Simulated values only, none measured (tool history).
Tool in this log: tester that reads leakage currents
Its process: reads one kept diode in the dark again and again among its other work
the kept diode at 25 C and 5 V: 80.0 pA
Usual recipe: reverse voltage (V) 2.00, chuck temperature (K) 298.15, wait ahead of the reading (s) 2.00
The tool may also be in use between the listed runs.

run	day	reverse voltage (V)	chuck temperature (K)	wait ahead of the reading (s)	current that the tester gives (pA)
1	0.000	2.00	298.15	2.00	50.37
2	8.042	2.00	298.15	2.00	49.82
3	14.842	2.00	318.15	2.00	235.44
4	20.779	2.00	318.15	2.00	233.55
# day 24.700: tester calibrated
5	27.467	5.59	298.15	2.00	75.92
# day 28.317: chuck's temperature calibrated
6	37.988	5.59	298.15	2.00	86.24
7	47.088	2.00	298.15	2.00	56.56
# day 51.879: probe card cleaned and baked
8	56.858	5.22	298.15	2.00	78.65
9	61.825	2.00	298.15	1.12	53.55
10	68.221	2.00	298.15	1.12	53.24
11	79.750	2.00	298.15	2.00	52.52
12	84.846	2.00	298.15	2.00	52.13
13	89.683	2.00	298.15	0.47	52.25
14	99.679	6.69	333.15	0.34	1123.21
15	104.600	6.69	333.15	0.34	1110.04
16	113.196	6.69	333.15	0.34	1100.61
17	119.712	1.08	324.15	3.34	287.44
18	127.350	1.08	324.15	3.34	285.54
# day 134.175: chuck's temperature calibrated
19	135.325	1.08	324.15	3.34	325.69
20	144.079	1.60	308.15	4.51	114.00
21	153.933	3.67	330.15	0.56	769.06
22	161.471	3.67	330.15	0.56	758.65
23	169.862	2.00	313.15	3.36	174.37
24	175.196	2.64	316.15	0.40	243.09
25	184.250	2.64	316.15	7.00	238.71

Forecast each of these 5 alternatives for the next run:
A	194.033	8.97	316.15	0.56	?
B	194.033	2.64	318.15	7.00	?
C	194.033	2.64	316.15	3.00	?
D	194.033	1.83	298.15	1.06	?
E	194.033	2.00	294.15	3.17	?

run	current that the tester gives (pA)
A	384.50
B	274.52
C	236.81
D	50.29
E	36.85
Without the tool's unlogged condition, the same runs would have read:
run	current that the tester gives (pA)
A	417.72
B	299.88
C	258.75
D	54.84
E	40.00
